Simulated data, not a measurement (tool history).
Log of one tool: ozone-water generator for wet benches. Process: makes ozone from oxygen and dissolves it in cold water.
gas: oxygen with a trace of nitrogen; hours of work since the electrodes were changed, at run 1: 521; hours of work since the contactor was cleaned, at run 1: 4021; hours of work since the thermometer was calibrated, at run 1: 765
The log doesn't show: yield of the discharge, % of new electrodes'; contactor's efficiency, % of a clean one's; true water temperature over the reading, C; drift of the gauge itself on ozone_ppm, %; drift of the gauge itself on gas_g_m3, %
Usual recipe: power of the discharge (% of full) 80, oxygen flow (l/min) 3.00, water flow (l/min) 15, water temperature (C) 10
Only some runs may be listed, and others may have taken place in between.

| run | day | power of the discharge (% of full) | oxygen flow (l/min) | water flow (l/min) | water temperature (C) | hours of work since the electrodes were changed | hours of work since the contactor was cleaned | hours of work since the thermometer was calibrated | dissolved ozone (ppm) | ozone in the gas ahead of the water (g/m3) |
|---|---|---|---|---|---|---|---|---|---|---|
| 1 | 0.000 | 80 | 3.00 | 15 | 10 | 521 | 4021 | 765 | 15.1 | 199.7 |
| 2 | 1.121 | 80 | 3.00 | 9 | 10 | 542 | 4042 | 786 | 23.2 | 200.7 |
| 3 | 2.521 | 94 | 3.00 | 15 | 10 | 569 | 4068 | 812 | 17.1 | 222.7 |
| 4 | 3.567 | 94 | 3.00 | 15 | 10 | 589 | 4088 | 832 | 17.0 | 222.1 |
| 5 | 4.600 | 80 | 4.61 | 15 | 10 | 608 | 4108 | 852 | 17.3 | 173.9 |
| 6 | 5.429 | 80 | 4.61 | 15 | 10 | 624 | 4123 | 868 | 17.1 | 174.3 |
| 7 | 6.858 | 80 | 4.61 | 15 | 10 | 651 | 4150 | 895 | 17.5 | 175.7 |
| 8 | 7.758 | 80 | 4.61 | 15 | 10 | 668 | 4168 | 912 | 17.1 | 174.7 |
| 9 | 8.950 | 80 | 4.61 | 15 | 10 | 691 | 4190 | 934 | 17.2 | 172.6 |
| 10 | 9.729 | 80 | 4.61 | 15 | 10 | 705 | 4205 | 949 | 17.1 | 173.8 |
| 11 | 11.142 | 80 | 3.00 | 14 | 10 | 732 | 4232 | 976 | 16.3 | 196.5 |
| 12 | 12.279 | 80 | 3.00 | 14 | 10 | 754 | 4253 | 997 | 16.4 | 200.2 |
| 13 | 13.488 | 80 | 3.00 | 14 | 10 | 777 | 4276 | 1020 | 16.1 | 197.9 |
| 14 | 14.900 | 80 | 3.00 | 15 | 10 | 803 | 4303 | 1047 | 15.3 | 199.5 |
| 15 | 16.446 | 80 | 3.00 | 15 | 10 | 833 | 4332 | 1076 | 15.1 | 196.8 |
| 16 | 17.233 | 80 | 3.00 | 15 | 10 | 848 | 4347 | 1091 | 15.2 | 200.8 |
| 17 | 17.888 | 80 | 3.00 | 15 | 10 | 860 | 4360 | 1104 | 15.3 | 198.6 |
| 18 | 18.733 | 96 | 2.27 | 18 | 17 | 876 | 4376 | 1120 | 12.1 | 243.2 |
| 19 | 19.867 | 96 | 2.27 | 18 | 17 | 897 | 4397 | 1141 | 12.3 | 244.1 |
| 20 | 20.700 | 54 | 1.75 | 13 | 8 | 913 | 4413 | 1157 | 11.1 | 183.7 |
| 21 | 21.592 | 54 | 1.75 | 13 | 6 | 930 | 4430 | 1174 | 11.3 | 182.7 |
| 22 | 23.121 | 80 | 3.00 | 9 | 7 | 959 | 4459 | 1203 | 24.2 | 200.0 |
|  | 23.396 | contactor cleaned |
| 23 | 24.012 | 80 | 3.00 | 15 | 13 | 973 | 12 | 1217 | 14.4 | 199.2 |
| 24 | 25.117 | 45 | 3.00 | 15 | 13 | 994 | 33 | 1238 | 9.8 | 138.7 |
|  | 25.842 | contactor cleaned, once more |
| 25 | 26.100 | 56 | 2.65 | 15 | 10 | 1009 | 5 | 1253 | 11.9 | 163.9 |
| 26 | 26.792 | 56 | 2.65 | 15 | 10 | 1022 | 18 | 1266 | 12.0 | 165.7 |
| 27 | 27.604 | 56 | 2.65 | 15 | 10 | 1038 | 33 | 1282 | 11.8 | 164.3 |
| 28 | 28.850 | 50 | 2.65 | 16 | 9 | 1061 | 57 | 1305 | 10.9 | 154.6 |
| 29 | 29.754 | 50 | 2.65 | 16 | 9 | 1079 | 74 | 1322 | 10.6 | 155.0 |

What does the tool deliver on the next run?
| 30 | 31.288 | 90 | 4.61 | 23 | 15 | 1108 | 103 | 1351 | ? | ? |

Logged for run 30: dissolved ozone (ppm) 12.7, ozone in the gas ahead of the water (g/m3) 187.1.
Were there no unlogged condition in the tool, this run, its random variation unchanged, would have produced dissolved ozone (ppm) 12.9, ozone in the gas ahead of the water (g/m3) 188.4.
